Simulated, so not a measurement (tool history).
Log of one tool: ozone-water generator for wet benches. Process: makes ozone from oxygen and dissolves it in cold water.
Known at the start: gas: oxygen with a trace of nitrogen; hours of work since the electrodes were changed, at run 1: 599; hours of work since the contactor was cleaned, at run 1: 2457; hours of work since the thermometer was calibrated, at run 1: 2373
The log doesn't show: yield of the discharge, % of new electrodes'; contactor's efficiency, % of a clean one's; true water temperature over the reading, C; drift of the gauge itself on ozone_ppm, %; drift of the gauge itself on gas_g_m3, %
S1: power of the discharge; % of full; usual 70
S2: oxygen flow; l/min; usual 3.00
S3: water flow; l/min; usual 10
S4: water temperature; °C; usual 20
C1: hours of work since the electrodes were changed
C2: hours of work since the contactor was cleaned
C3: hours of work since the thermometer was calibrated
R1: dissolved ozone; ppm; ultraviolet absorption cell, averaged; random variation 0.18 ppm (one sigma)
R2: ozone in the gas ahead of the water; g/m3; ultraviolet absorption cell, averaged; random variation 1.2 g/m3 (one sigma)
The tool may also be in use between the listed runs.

run,hour,S1,S2,S3,S4,C1,C2,C3,R1,R2
1,0.0,70,3.00,10,20,599,2457,2373,24.8,218.2
2,37.0,70,3.00,10,20,629,2486,2403,24.2,215.9
3,61.0,70,3.00,10,20,648,2506,2422,24.4,215.0
4,90.7,70,3.00,10,20,672,2530,2446,24.4,218.2
5,108.5,70,3.00,10,20,686,2544,2461,24.6,217.0
6,124.1,70,1.90,10,20,699,2557,2473,25.7,292.4
7,162.5,70,5.33,10,20,730,2588,2504,21.3,150.3
8,183.5,70,4.84,10,20,747,2605,2521,21.9,157.8
9,221.8,70,3.00,10,20,777,2635,2552,24.4,216.5
10,258.6,70,3.00,10,18,807,2665,2581,25.1,214.4
11,277.8,70,3.98,10,20,823,2680,2597,23.0,179.7
12,315.1,70,3.00,10,20,853,2711,2627,24.4,217.7
13,353.0,70,3.00,10,20,883,2741,2658,24.2,215.9
14,379.7,70,3.00,10,20,905,2763,2679,24.3,215.3
15,412.4,70,3.00,10,20,931,2789,2705,24.3,217.6
16,442.3,70,3.00,10,20,955,2813,2730,24.2,214.4
17,468.7,70,3.00,10,19,976,2834,2751,24.3,216.1
18,498.5,69,1.85,11,17,1000,2858,2775,23.8,290.9
19,523.7,74,3.00,7,20,1021,2879,2795,32.6,220.7
20,539.4,42,5.03,8,17,1033,2891,2808,20.0,115.9
21,555.4,42,5.03,8,19,1046,2904,2821,19.1,115.0
22,592.4,70,3.00,8,20,1076,2934,2850,28.7,213.8
23,624.2,70,3.00,8,20,1102,2960,2876,28.8,215.4
24,659.0,70,3.00,8,20,1130,2988,2904,28.6,215.0
25,683.5,70,3.00,8,20,1149,3007,2924,28.8,216.2
26,713.9,42,3.00,10,20,1174,3032,2948,18.1,162.1
27,741.6,42,3.00,10,14,1196,3054,2971,19.9,163.1
28,762.8,42,3.00,10,14,1213,3071,2988,19.7,162.1
29,793.6,78,3.00,10,15,1238,3096,3013,27.4,226.6
30,810.4,55,3.02,7,14,1252,3110,3026,30.6,186.6
31,839.6,65,3.02,7,14,1275,3133,3050,33.3,205.4
32,869.8,86,3.48,10,17,1300,3158,3074,27.6,218.2

3 ways to go on from here, each from the tool as it stands after run 32. What would each give?
A,894.1,70,2.06,13,20,1319,3177,3094,?,?
B,894.1,70,1.96,10,20,1319,3177,3094,?,?
C,894.1,72,3.48,10,17,1319,3177,3094,?,?

run,R1,R2
A,19.4,275.0
B,25.1,282.3
C,25.0,197.5
Without the tool's hidden state the same runs would have given:
run,R1,R2
A,20.8,281.2
B,26.7,288.5
C,26.7,201.9
